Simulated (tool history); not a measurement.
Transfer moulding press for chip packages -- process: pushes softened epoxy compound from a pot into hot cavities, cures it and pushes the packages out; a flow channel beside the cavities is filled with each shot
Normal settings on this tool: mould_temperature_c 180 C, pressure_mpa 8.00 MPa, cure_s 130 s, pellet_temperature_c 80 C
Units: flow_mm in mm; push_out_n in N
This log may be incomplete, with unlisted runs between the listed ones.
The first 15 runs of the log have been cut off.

run	hour	mould_temperature_c	pressure_mpa	cure_s	pellet_temperature_c	incoming compound's hours out of the cold store	flow_mm	push_out_n
# hour 165.4: cavities cleaned with cleaning compound and waxed
16	167.7	186	7.45	153	77	30.3	586	453
17	175.8	184	8.00	112	83	46.9	570	649
# hour 184.7: cavities cleaned with cleaning compound and waxed, once more
18	184.7	187	6.02	130	80	27.1	532	443
# hour 196.9: plunger's sealing rings changed
19	198.6	187	6.02	128	80	43.2	550	478
20	213.1	180	7.03	169	80	33.4	644	510
21	224.9	180	7.03	169	80	22.4	667	536
22	235.4	180	7.03	169	80	10.0	706	580
23	244.2	180	7.81	151	80	45.0	638	589
24	259.1	180	7.81	151	80	32.3	679	618
# hour 271.5: cavities cleaned with cleaning compound and waxed
25	272.2	183	7.81	151	80	34.7	659	468
26	289.1	181	6.23	131	83	16.7	642	627
27	304.4	180	8.00	119	77	10.7	741	872
28	315.7	180	8.00	119	77	17.5	720	898
29	326.4	180	8.00	119	77	46.7	637	864
# hour 341.8: mould's thermocouples calibrated
30	342.8	185	7.70	130	76	36.1	634	586

Alternative continuations, all from the tool just after run 30; predict every row:
A	355.0	185	8.00	148	77	36.3	?	?
B	355.0	180	7.32	130	80	41.1	?	?
C	355.0	180	6.16	130	71	31.1	?	?

run	flow_mm	push_out_n
A	646	553
B	622	714
C	596	746
With no hidden state in the tool, these same runs would have given:
run	flow_mm	push_out_n
A	660	403
B	636	518
C	609	542

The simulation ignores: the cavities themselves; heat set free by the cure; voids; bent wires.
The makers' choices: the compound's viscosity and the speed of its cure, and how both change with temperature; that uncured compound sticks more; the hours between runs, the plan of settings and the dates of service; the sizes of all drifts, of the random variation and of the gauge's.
